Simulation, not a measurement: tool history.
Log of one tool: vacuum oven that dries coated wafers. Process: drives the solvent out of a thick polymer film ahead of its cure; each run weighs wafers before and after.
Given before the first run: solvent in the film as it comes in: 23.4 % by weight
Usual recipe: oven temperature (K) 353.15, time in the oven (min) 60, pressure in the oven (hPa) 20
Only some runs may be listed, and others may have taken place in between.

| run | hour | oven temperature (K) | time in the oven (min) | pressure in the oven (hPa) | solvent left in the film (%) |
|---|---|---|---|---|---|
| 1 | 0 | 353.15 | 60 | 20 | 2.132 |
| 2 | 82.8 | 353.15 | 60 | 20 | 2.114 |
|  | 165.5 | oven's thermocouples calibrated |
| 3 | 167.9 | 353.15 | 43 | 20 | 3.85 |
| 4 | 208.1 | 353.15 | 43 | 20 | 3.841 |
| 5 | 249.9 | 353.15 | 43 | 20 | 3.842 |
| 6 | 294.9 | 353.15 | 43 | 20 | 3.832 |
| 7 | 336.9 | 353.15 | 43 | 20 | 3.829 |
| 8 | 424.2 | 353.15 | 43 | 20 | 3.826 |
| 9 | 502.4 | 353.15 | 43 | 20 | 3.818 |
| 10 | 538 | 353.15 | 60 | 20 | 2.553 |
| 11 | 608.7 | 353.15 | 60 | 20 | 2.554 |
| 12 | 681.3 | 353.15 | 60 | 20 | 2.542 |
| 13 | 743.8 | 353.15 | 60 | 20 | 2.548 |
| 14 | 801.8 | 353.15 | 60 | 20 | 2.542 |
| 15 | 880.1 | 353.15 | 60 | 20 | 2.561 |
| 16 | 966.9 | 353.15 | 36 | 20 | 4.706 |
| 17 | 1048.3 | 353.15 | 60 | 31.8 | 3.294 |
| 18 | 1136 | 353.15 | 60 | 31.8 | 3.274 |
| 19 | 1207.3 | 353.15 | 60 | 31.8 | 3.295 |
| 20 | 1285.7 | 353.15 | 95 | 20 | 1.756 |
| 21 | 1362.1 | 353.15 | 95 | 20 | 1.765 |
| 22 | 1447 | 349.15 | 40 | 12.3 | 5.541 |
| 23 | 1513.6 | 343.15 | 90 | 42.2 | 6.707 |
| 24 | 1570.9 | 343.15 | 90 | 42.2 | 6.71 |

Estimate the outcome of run 25 from the log above:
| 25 | 1614.7 | 352.15 | 31 | 42.2 | ? |

solvent left in the film (%): 7.235
On a tool with no hidden condition, and with the same random variation, this run would have come out at solvent left in the film (%) 7.091.
